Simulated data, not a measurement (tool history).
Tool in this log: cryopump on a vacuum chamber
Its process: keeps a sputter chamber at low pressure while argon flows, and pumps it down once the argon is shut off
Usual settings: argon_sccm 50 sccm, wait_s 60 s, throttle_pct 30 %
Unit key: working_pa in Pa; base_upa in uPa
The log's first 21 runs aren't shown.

Run 22, hour 289.4: usual settings but argon_sccm 33 sccm, wait_s 48 s. Result: working_pa 0.0936 Pa, base_upa 3.05 uPa.
Run 23, hour 298.5: usual settings but argon_sccm 33 sccm, wait_s 48 s. Result: working_pa 0.0923 Pa, base_upa 3.11 uPa.
Run 24, hour 313.6: usual settings but argon_sccm 23 sccm, throttle_pct 59 %. Result: working_pa 0.0340 Pa, base_upa 2.68 uPa.
Run 25, hour 331.9: usual settings but argon_sccm 23 sccm, throttle_pct 59 %. Result: working_pa 0.0354 Pa, base_upa 2.83 uPa.
Run 26, hour 348.4: usual settings but argon_sccm 28 sccm, wait_s 158 s, throttle_pct 19 %. Result: working_pa 0.1216 Pa, base_upa 2.05 uPa.
Run 27, hour 362.1: usual settings but wait_s 238 s, throttle_pct 27 %. Result: working_pa 0.1563 Pa, base_upa 1.91 uPa.
Run 28, hour 370.8: usual settings but argon_sccm 25 sccm, wait_s 238 s, throttle_pct 16 %. Result: working_pa 0.1310 Pa, base_upa 1.92 uPa.
Run 29, hour 388.3: usual settings but argon_sccm 52 sccm, wait_s 219 s, throttle_pct 47 %. Result: working_pa 0.0961 Pa, base_upa 1.91 uPa.
Run 30, hour 397.9: usual settings but argon_sccm 29 sccm, wait_s 167 s, throttle_pct 24 %. Result: working_pa 0.1025 Pa, base_upa 2.14 uPa.
Run 31, hour 411.1: usual settings but argon_sccm 29 sccm, wait_s 167 s, throttle_pct 24 %. Result: working_pa 0.1031 Pa, base_upa 2.10 uPa.
Run 32, hour 431.7: usual settings but argon_sccm 29 sccm, wait_s 167 s, throttle_pct 24 %. Result: working_pa 0.1029 Pa, base_upa 2.14 uPa.
Run 33, hour 445.1: usual settings but wait_s 22 s. Result: working_pa 0.1417 Pa, base_upa 4.97 uPa.
Run 34, hour 456.7: usual settings but argon_sccm 59 sccm, wait_s 22 s, throttle_pct 17 %. Result: working_pa 0.2903 Pa, base_upa 4.87 uPa.
Run 35, hour 465.3: usual settings but argon_sccm 59 sccm, wait_s 22 s, throttle_pct 17 %. Result: working_pa 0.2908 Pa, base_upa 4.64 uPa.

What if the next run were any one of these 3? Each begins from the tool's condition after run 35:
Run A, hour 478.3: usual settings but argon_sccm 20 sccm, wait_s 232 s, throttle_pct 55 %. Result: working_pa ?, base_upa ?.
Run B, hour 478.3: usual settings but argon_sccm 59 sccm, wait_s 69 s, throttle_pct 17 %. Result: working_pa ?, base_upa ?.
Run C, hour 478.3: usual settings but argon_sccm 59 sccm, wait_s 22 s, throttle_pct 31 %. Result: working_pa ?, base_upa ?.

run  working_pa  base_upa
  A      0.0314      1.98
  B      0.2911      2.61
  C      0.1626      4.77
The same runs, with their run-to-run variation unchanged, on a tool lacking any hidden condition would have given:
run  working_pa  base_upa
  A      0.0289      0.45
  B      0.2837      1.08
  C      0.1552      3.24
